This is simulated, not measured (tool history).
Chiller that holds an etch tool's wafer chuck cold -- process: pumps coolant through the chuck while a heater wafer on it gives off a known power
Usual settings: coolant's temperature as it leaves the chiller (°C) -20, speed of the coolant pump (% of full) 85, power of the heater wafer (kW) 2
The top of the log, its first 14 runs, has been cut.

run     day  coolant's temperature as it leaves the chiller (°C)  speed of the coolant pump (% of full)  power of the heater wafer (kW)  hours since the coolant was changed and the channels were flushed  hours since the pump was overhauled  hours since the chiller's thermometer was calibrated  chuck's temperature once it has settled (°C)  how much warmer the coolant comes back (C)
 15  33.925                                                  -20                                     85                               2                                                                970                                 2861                                                  2050                                         -8.19                                        4.46
 16  37.188                                                  -20                                     85                               2                                                               1048                                 2939                                                  2128                                         -8.17                                        4.47
 17  38.754                                                  -20                                     85                               2                                                               1085                                 2976                                                  2166                                         -8.05                                        4.45
 18  41.008                                                  -20                                     71                               2                                                               1139                                 3030                                                  2220                                         -6.55                                        5.42
      41.75  -- chiller's thermometer calibrated
 19  44.283                                                  -20                                     71                            1.04                                                               1217                                 3108                                                    61                                        -12.97                                        2.88
 20  46.883                                                  -20                                     71                            1.04                                                               1280                                 3171                                                   123                                        -12.99                                        2.82
 21  48.821                                                  -20                                     71                            1.04                                                               1326                                 3217                                                   170                                        -13.09                                        2.79
 22  50.792                                                  -23                                     61                           1.293                                                               1373                                 3264                                                   217                                         -13.3                                        4.14

Forecast run 23:
 23  52.733                                                  -18                                     64                               2                                                               1420                                 3311                                                   264                                             ?                                           ?

{"run 23": {"chuck's temperature once it has settled (°C)": -3.61, "how much warmer the coolant comes back (C)": 6.12}}
The same run, on a tool lacking any hidden state, would have yielded chuck's temperature once it has settled (°C) -3.63, how much warmer the coolant comes back (C) 6.11.
